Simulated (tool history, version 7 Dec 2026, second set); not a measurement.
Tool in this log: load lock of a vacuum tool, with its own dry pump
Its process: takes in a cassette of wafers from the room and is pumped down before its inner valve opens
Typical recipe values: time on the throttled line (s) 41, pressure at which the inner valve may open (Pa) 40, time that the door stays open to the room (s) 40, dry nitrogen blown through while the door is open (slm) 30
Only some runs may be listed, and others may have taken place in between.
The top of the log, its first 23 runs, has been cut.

run	hour	time on the throttled line (s)	pressure at which the inner valve may open (Pa)	time that the door stays open to the room (s)	dry nitrogen blown through while the door is open (slm)	incoming humidity of the room's air, %	time from the closed door until the inner valve may open (s)	rise of the pressure with all valves shut (Pa/min)
24	5666.8	64	28	87	7	46.3	90.7	0.087
25	5944	64	28	87	7	46.9	91.5	0.084
26	6114.5	47	40	40	6	43.7	74.8	0.062
27	6289.3	47	40	40	6	41.7	75.6	0.051
28	6583.2	47	40	40	6	44.8	74.5	0.058
29	6766	47	40	40	6	43.8	74.8	0.056
# hour 6941.9: door's seal changed, seat wiped
30	7125	47	40	40	6	44.1	75.7	0.049
31	7383.4	47	40	40	6	50	74.9	0.062
32	7682.6	41	73	40	9	43.4	68.4	0.05
33	8036.3	79	73	32	5	44.7	99.6	0.054
34	8304.7	47	34	161	13	42.1	76.3	0.107
35	8617.1	32	40	40	30	45.4	63.1	0.038
36	8785.5	41	40	27	30	44.7	70.4	0.032

Run 37 is up next; what results do you expect?
37	9077.5	41	40	27	30	43.8	?	?

time from the closed door until the inner valve may open (s): 71.6
rise of the pressure with all valves shut (Pa/min): 0.029
The same run, on a tool lacking any hidden state, would have yielded time from the closed door until the inner valve may open (s) 71.6, rise of the pressure with all valves shut (Pa/min) 0.029.
